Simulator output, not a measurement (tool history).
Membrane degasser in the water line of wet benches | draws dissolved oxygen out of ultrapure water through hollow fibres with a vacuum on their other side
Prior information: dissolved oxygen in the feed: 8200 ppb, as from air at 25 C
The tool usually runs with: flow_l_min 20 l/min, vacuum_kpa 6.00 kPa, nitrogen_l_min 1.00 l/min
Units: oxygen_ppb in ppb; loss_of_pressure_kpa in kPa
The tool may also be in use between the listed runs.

{"run": 1, "hour": 0.0, "flow_l_min": 20, "vacuum_kpa": 6.0, "nitrogen_l_min": 1.0, "oxygen_ppb": 156.7, "loss_of_pressure_kpa": 59.73}
{"run": 2, "hour": 113.7, "flow_l_min": 20, "vacuum_kpa": 6.0, "nitrogen_l_min": 1.0, "oxygen_ppb": 157.1, "loss_of_pressure_kpa": 58.86}
{"run": 3, "hour": 207.5, "flow_l_min": 20, "vacuum_kpa": 6.0, "nitrogen_l_min": 1.0, "oxygen_ppb": 155.6, "loss_of_pressure_kpa": 59.56}
{"run": 4, "hour": 318.0, "flow_l_min": 20, "vacuum_kpa": 6.0, "nitrogen_l_min": 1.0, "oxygen_ppb": 157.9, "loss_of_pressure_kpa": 59.3}
{"run": 5, "hour": 401.3, "flow_l_min": 20, "vacuum_kpa": 6.0, "nitrogen_l_min": 1.0, "oxygen_ppb": 155.2, "loss_of_pressure_kpa": 59.72}
{"run": 6, "hour": 539.1, "flow_l_min": 20, "vacuum_kpa": 6.0, "nitrogen_l_min": 1.0, "oxygen_ppb": 156.8, "loss_of_pressure_kpa": 59.5}
{"run": 7, "hour": 658.8, "flow_l_min": 20, "vacuum_kpa": 4.95, "nitrogen_l_min": 1.0, "oxygen_ppb": 114.1, "loss_of_pressure_kpa": 59.61}
{"hour": 671.8, "done": "vacuum gauge calibrated"}
{"run": 8, "hour": 752.5, "flow_l_min": 20, "vacuum_kpa": 4.95, "nitrogen_l_min": 1.0, "oxygen_ppb": 114.8, "loss_of_pressure_kpa": 59.49}
{"run": 9, "hour": 844.3, "flow_l_min": 20, "vacuum_kpa": 4.95, "nitrogen_l_min": 1.0, "oxygen_ppb": 117.3, "loss_of_pressure_kpa": 59.45}
{"hour": 893.9, "done": "vacuum gauge calibrated, once more"}
{"run": 10, "hour": 913.8, "flow_l_min": 20, "vacuum_kpa": 4.95, "nitrogen_l_min": 1.0, "oxygen_ppb": 105.4, "loss_of_pressure_kpa": 60.48}
{"run": 11, "hour": 971.8, "flow_l_min": 20, "vacuum_kpa": 4.95, "nitrogen_l_min": 0.72, "oxygen_ppb": 133.5, "loss_of_pressure_kpa": 59.6}
{"run": 12, "hour": 1061.5, "flow_l_min": 20, "vacuum_kpa": 4.95, "nitrogen_l_min": 0.72, "oxygen_ppb": 131.4, "loss_of_pressure_kpa": 59.45}
{"run": 13, "hour": 1176.0, "flow_l_min": 20, "vacuum_kpa": 6.0, "nitrogen_l_min": 1.0, "oxygen_ppb": 152.8, "loss_of_pressure_kpa": 59.71}
{"run": 14, "hour": 1272.5, "flow_l_min": 20, "vacuum_kpa": 6.0, "nitrogen_l_min": 1.0, "oxygen_ppb": 151.4, "loss_of_pressure_kpa": 59.32}
{"run": 15, "hour": 1356.7, "flow_l_min": 12, "vacuum_kpa": 6.0, "nitrogen_l_min": 0.62, "oxygen_ppb": 126.3, "loss_of_pressure_kpa": 36.06}
{"run": 16, "hour": 1431.1, "flow_l_min": 24, "vacuum_kpa": 8.95, "nitrogen_l_min": 1.41, "oxygen_ppb": 270.9, "loss_of_pressure_kpa": 71.92}
{"run": 17, "hour": 1508.6, "flow_l_min": 17, "vacuum_kpa": 5.76, "nitrogen_l_min": 1.61, "oxygen_ppb": 79.5, "loss_of_pressure_kpa": 51.23}
{"run": 18, "hour": 1602.8, "flow_l_min": 16, "vacuum_kpa": 8.13, "nitrogen_l_min": 1.0, "oxygen_ppb": 186.1, "loss_of_pressure_kpa": 48.13}
{"run": 19, "hour": 1660.2, "flow_l_min": 16, "vacuum_kpa": 8.13, "nitrogen_l_min": 1.0, "oxygen_ppb": 192.7, "loss_of_pressure_kpa": 48.11}
{"run": 20, "hour": 1785.5, "flow_l_min": 16, "vacuum_kpa": 8.13, "nitrogen_l_min": 1.0, "oxygen_ppb": 189.0, "loss_of_pressure_kpa": 48.05}
{"run": 21, "hour": 1924.2, "flow_l_min": 20, "vacuum_kpa": 4.87, "nitrogen_l_min": 2.25, "oxygen_ppb": 67.5, "loss_of_pressure_kpa": 59.93}
{"run": 22, "hour": 2025.2, "flow_l_min": 25, "vacuum_kpa": 7.33, "nitrogen_l_min": 0.49, "oxygen_ppb": 441.6, "loss_of_pressure_kpa": 75.57}
{"run": 23, "hour": 2100.2, "flow_l_min": 13, "vacuum_kpa": 7.33, "nitrogen_l_min": 0.91, "oxygen_ppb": 144.2, "loss_of_pressure_kpa": 39.28}
{"run": 24, "hour": 2157.9, "flow_l_min": 15, "vacuum_kpa": 4.29, "nitrogen_l_min": 1.37, "oxygen_ppb": 38.5, "loss_of_pressure_kpa": 45.06}
{"run": 25, "hour": 2259.0, "flow_l_min": 20, "vacuum_kpa": 9.25, "nitrogen_l_min": 1.64, "oxygen_ppb": 200.3, "loss_of_pressure_kpa": 60.17}
{"run": 26, "hour": 2335.4, "flow_l_min": 14, "vacuum_kpa": 11.43, "nitrogen_l_min": 0.96, "oxygen_ppb": 279.2, "loss_of_pressure_kpa": 42.39}
{"run": 27, "hour": 2402.7, "flow_l_min": 14, "vacuum_kpa": 11.43, "nitrogen_l_min": 0.96, "oxygen_ppb": 281.0, "loss_of_pressure_kpa": 42.29}

3 options for the next run, each taken on its own from the tool as it stands now. Forecast them:
{"run": "A", "hour": 2489.3, "flow_l_min": 26, "vacuum_kpa": 4.1, "nitrogen_l_min": 2.27, "oxygen_ppb": "?", "loss_of_pressure_kpa": "?"}
{"run": "B", "hour": 2489.3, "flow_l_min": 19, "vacuum_kpa": 11.43, "nitrogen_l_min": 0.96, "oxygen_ppb": "?", "loss_of_pressure_kpa": "?"}
{"run": "C", "hour": 2489.3, "flow_l_min": 28, "vacuum_kpa": 11.43, "nitrogen_l_min": 1.98, "oxygen_ppb": "?", "loss_of_pressure_kpa": "?"}

run=A oxygen_ppb=98.5 loss_of_pressure_kpa=78.08
run=B oxygen_ppb=376.5 loss_of_pressure_kpa=57.16
run=C oxygen_ppb=346.7 loss_of_pressure_kpa=84.52
Take away the tool's hidden state, keep each run's random variation, and the runs would have read:
run=A oxygen_ppb=89.1 loss_of_pressure_kpa=76.23
run=B oxygen_ppb=367.5 loss_of_pressure_kpa=55.81
run=C oxygen_ppb=334.0 loss_of_pressure_kpa=82.52

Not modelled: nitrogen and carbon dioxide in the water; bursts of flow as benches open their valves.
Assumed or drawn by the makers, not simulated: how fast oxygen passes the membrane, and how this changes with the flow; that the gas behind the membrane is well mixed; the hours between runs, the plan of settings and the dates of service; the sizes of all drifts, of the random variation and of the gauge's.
